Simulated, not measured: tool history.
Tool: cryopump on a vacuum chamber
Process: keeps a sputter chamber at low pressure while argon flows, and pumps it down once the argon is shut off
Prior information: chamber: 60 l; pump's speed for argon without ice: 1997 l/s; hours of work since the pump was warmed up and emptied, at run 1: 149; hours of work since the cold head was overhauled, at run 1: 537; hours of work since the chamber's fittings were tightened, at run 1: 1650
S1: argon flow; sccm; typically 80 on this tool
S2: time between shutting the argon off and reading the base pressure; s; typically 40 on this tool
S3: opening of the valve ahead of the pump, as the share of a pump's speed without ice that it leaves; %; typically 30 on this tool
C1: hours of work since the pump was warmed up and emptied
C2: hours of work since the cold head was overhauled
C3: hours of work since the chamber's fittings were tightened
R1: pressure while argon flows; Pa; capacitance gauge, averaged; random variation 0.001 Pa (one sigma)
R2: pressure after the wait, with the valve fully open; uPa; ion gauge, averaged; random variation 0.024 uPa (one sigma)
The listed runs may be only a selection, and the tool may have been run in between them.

| run | hour | S1 | S2 | S3 | C1 | C2 | C3 | R1 | R2 |
|---|---|---|---|---|---|---|---|---|---|
| 1 | 0 | 80 | 40 | 30 | 149 | 537 | 1650 | 0.2339 | 1.82 |
| 2 | 32.7 | 80 | 40 | 30 | 167 | 556 | 1668 | 0.2331 | 1.8 |
| 3 | 49 | 80 | 40 | 30 | 176 | 565 | 1677 | 0.233 | 1.84 |
| 4 | 70.5 | 80 | 40 | 30 | 188 | 577 | 1689 | 0.2339 | 1.87 |
| 5 | 92 | 80 | 40 | 30 | 200 | 589 | 1701 | 0.2334 | 1.91 |
|  | 95.4 | leaking fittings of the chamber tightened, without venting |
| 6 | 124.7 | 80 | 40 | 30 | 217 | 606 | 16 | 0.2337 | 0.97 |
| 7 | 143.7 | 97 | 40 | 30 | 228 | 616 | 27 | 0.2856 | 0.93 |
| 8 | 160.1 | 55 | 40 | 30 | 237 | 626 | 36 | 0.1616 | 0.98 |
| 9 | 179.1 | 55 | 40 | 30 | 247 | 636 | 47 | 0.1616 | 0.95 |
| 10 | 200.3 | 55 | 40 | 30 | 259 | 648 | 58 | 0.1622 | 0.99 |
| 11 | 214.2 | 80 | 40 | 30 | 267 | 656 | 66 | 0.2359 | 0.98 |
| 12 | 228 | 80 | 40 | 30 | 275 | 663 | 74 | 0.2358 | 0.98 |
| 13 | 249.6 | 80 | 40 | 30 | 287 | 675 | 86 | 0.2384 | 1 |
| 14 | 275.3 | 64 | 154 | 17 | 301 | 690 | 100 | 0.3291 | 0.42 |
| 15 | 300.7 | 126 | 59 | 58 | 315 | 704 | 114 | 0.2031 | 0.81 |
| 16 | 328.6 | 70 | 154 | 31 | 331 | 719 | 130 | 0.2025 | 0.43 |
| 17 | 356.9 | 54 | 249 | 30 | 347 | 735 | 146 | 0.1634 | 0.41 |
| 18 | 377.9 | 42 | 249 | 16 | 358 | 747 | 157 | 0.2297 | 0.38 |
|  | 413.2 | pump warmed up, emptied and cooled again |
| 19 | 415.3 | 42 | 249 | 16 | 1 | 765 | 175 | 0.224 | 0.38 |
| 20 | 433.6 | 80 | 172 | 19 | 11 | 775 | 186 | 0.3599 | 0.45 |
| 21 | 457.3 | 80 | 35 | 30 | 25 | 788 | 199 | 0.2266 | 1.12 |
| 22 | 473.2 | 99 | 42 | 45 | 33 | 797 | 208 | 0.1874 | 0.99 |
| 23 | 489.4 | 38 | 27 | 30 | 42 | 806 | 217 | 0.1085 | 1.41 |

Here are 3 independent what-if runs from the current tool condition. What would each one return?
| A | 506.5 | 79 | 27 | 27 | 52 | 816 | 226 | ? | ? |
| B | 506.5 | 92 | 27 | 30 | 52 | 816 | 226 | ? | ? |
| C | 506.5 | 103 | 72 | 46 | 52 | 816 | 226 | ? | ? |

| run | R1 | R2 |
|---|---|---|
| A | 0.2484 | 1.4 |
| B | 0.2619 | 1.47 |
| C | 0.1937 | 0.71 |
What these runs would have given with no unlogged condition in the tool:
| run | R1 | R2 |
|---|---|---|
| A | 0.2456 | 1.28 |
| B | 0.2586 | 1.35 |
| C | 0.19 | 0.58 |
